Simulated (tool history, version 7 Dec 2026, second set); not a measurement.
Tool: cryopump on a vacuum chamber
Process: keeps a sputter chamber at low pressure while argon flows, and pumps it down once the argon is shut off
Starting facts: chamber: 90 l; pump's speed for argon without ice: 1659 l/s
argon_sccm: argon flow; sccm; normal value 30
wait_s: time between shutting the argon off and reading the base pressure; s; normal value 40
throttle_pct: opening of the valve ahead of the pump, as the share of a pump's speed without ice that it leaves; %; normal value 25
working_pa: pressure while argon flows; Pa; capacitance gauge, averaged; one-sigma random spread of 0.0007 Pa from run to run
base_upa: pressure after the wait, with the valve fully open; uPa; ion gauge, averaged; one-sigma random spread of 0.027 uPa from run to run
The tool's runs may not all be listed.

| run | hour | argon_sccm | wait_s | throttle_pct | working_pa | base_upa |
|---|---|---|---|---|---|---|
| 1 | 0 | 30 | 40 | 25 | 0.1234 | 1.35 |
| 2 | 122.6 | 30 | 35 | 25 | 0.1225 | 1.59 |
| 3 | 187.1 | 30 | 35 | 25 | 0.1237 | 1.62 |
| 4 | 310 | 30 | 40 | 25 | 0.1253 | 1.58 |
| 5 | 372 | 30 | 40 | 25 | 0.1254 | 1.68 |
| 6 | 485.2 | 30 | 40 | 38 | 0.0857 | 1.77 |
| 7 | 541 | 30 | 40 | 16 | 0.1971 | 1.79 |
| 8 | 592.5 | 30 | 40 | 16 | 0.1962 | 1.82 |
| 9 | 680.1 | 30 | 40 | 16 | 0.1977 | 1.93 |
| 10 | 796.5 | 30 | 40 | 16 | 0.2002 | 2.07 |
| 11 | 870.6 | 30 | 40 | 16 | 0.2022 | 2.11 |
| 12 | 997.4 | 30 | 40 | 16 | 0.2013 | 2.28 |
| 13 | 1082.8 | 50 | 40 | 16 | 0.3432 | 2.42 |
|  | 1190.6 | pump warmed up, emptied and cooled again |
| 14 | 1190.6 | 50 | 40 | 16 | 0.3188 | 2.08 |
| 15 | 1274.6 | 50 | 40 | 16 | 0.3211 | 2.09 |
| 16 | 1343.9 | 20 | 40 | 25 | 0.0822 | 2.19 |
| 17 | 1413.5 | 30 | 40 | 27 | 0.1153 | 2.26 |
| 18 | 1478.1 | 20 | 40 | 34 | 0.0616 | 2.28 |
|  | 1506.2 | leaking fittings of the chamber tightened, without venting |
| 19 | 1572.8 | 13 | 40 | 25 | 0.0543 | 1.36 |
| 20 | 1699.8 | 13 | 40 | 25 | 0.0541 | 1.34 |
| 21 | 1793.6 | 22 | 43 | 25 | 0.0946 | 1.36 |
| 22 | 1896.7 | 22 | 43 | 25 | 0.0944 | 1.4 |
| 23 | 1982 | 57 | 86 | 25 | 0.247 | 1.12 |
| 24 | 2094.3 | 20 | 40 | 56 | 0.0426 | 1.69 |
| 25 | 2175.2 | 30 | 120 | 38 | 0.091 | 1.12 |
| 26 | 2273.5 | 30 | 126 | 57 | 0.0659 | 1.24 |
| 27 | 2327.8 | 19 | 31 | 25 | 0.0848 | 2.29 |
|  | 2428 | pump warmed up, emptied and cooled again |
| 28 | 2434.9 | 19 | 31 | 25 | 0.0776 | 2.08 |
| 29 | 2523.1 | 57 | 74 | 25 | 0.2378 | 1.39 |
| 30 | 2594.7 | 18 | 40 | 24 | 0.0775 | 1.85 |
| 31 | 2692.1 | 24 | 101 | 25 | 0.0987 | 1.36 |

Same runs, no hidden state in the tool, same run-to-run variation:
Hidden state at play: pump's speed, % of a pump's without ice; cold plate's temperature, K; leak into the chamber, uPa l/s; drift of the gauge itself on working_pa, %; drift of the gauge itself on base_upa, %.
| run | working_pa | base_upa |
|---|---|---|
| 1 | 0.1229 | 1.15 |
| 2 | 0.121 | 1.31 |
| 3 | 0.1216 | 1.29 |
| 4 | 0.122 | 1.16 |
| 5 | 0.1215 | 1.19 |
| 6 | 0.0805 | 1.19 |
| 7 | 0.1913 | 1.16 |
| 8 | 0.1898 | 1.15 |
| 9 | 0.1902 | 1.17 |
| 10 | 0.1912 | 1.18 |
| 11 | 0.1921 | 1.15 |
| 12 | 0.1895 | 1.15 |
| 13 | 0.3209 | 1.19 |
| 14 | 0.3181 | 1.19 |
| 15 | 0.3193 | 1.15 |
| 16 | 0.0812 | 1.18 |
| 17 | 0.1131 | 1.18 |
| 18 | 0.0597 | 1.15 |
| 19 | 0.0527 | 1.25 |
| 20 | 0.052 | 1.14 |
| 21 | 0.0903 | 1.09 |
| 22 | 0.0893 | 1.05 |
| 23 | 0.2316 | 0.68 |
| 24 | 0.0363 | 1.16 |
| 25 | 0.0804 | 0.49 |
| 26 | 0.0539 | 0.51 |
| 27 | 0.0767 | 1.5 |
| 28 | 0.077 | 1.49 |
| 29 | 0.2346 | 0.74 |
| 30 | 0.0762 | 1.15 |
| 31 | 0.0962 | 0.56 |

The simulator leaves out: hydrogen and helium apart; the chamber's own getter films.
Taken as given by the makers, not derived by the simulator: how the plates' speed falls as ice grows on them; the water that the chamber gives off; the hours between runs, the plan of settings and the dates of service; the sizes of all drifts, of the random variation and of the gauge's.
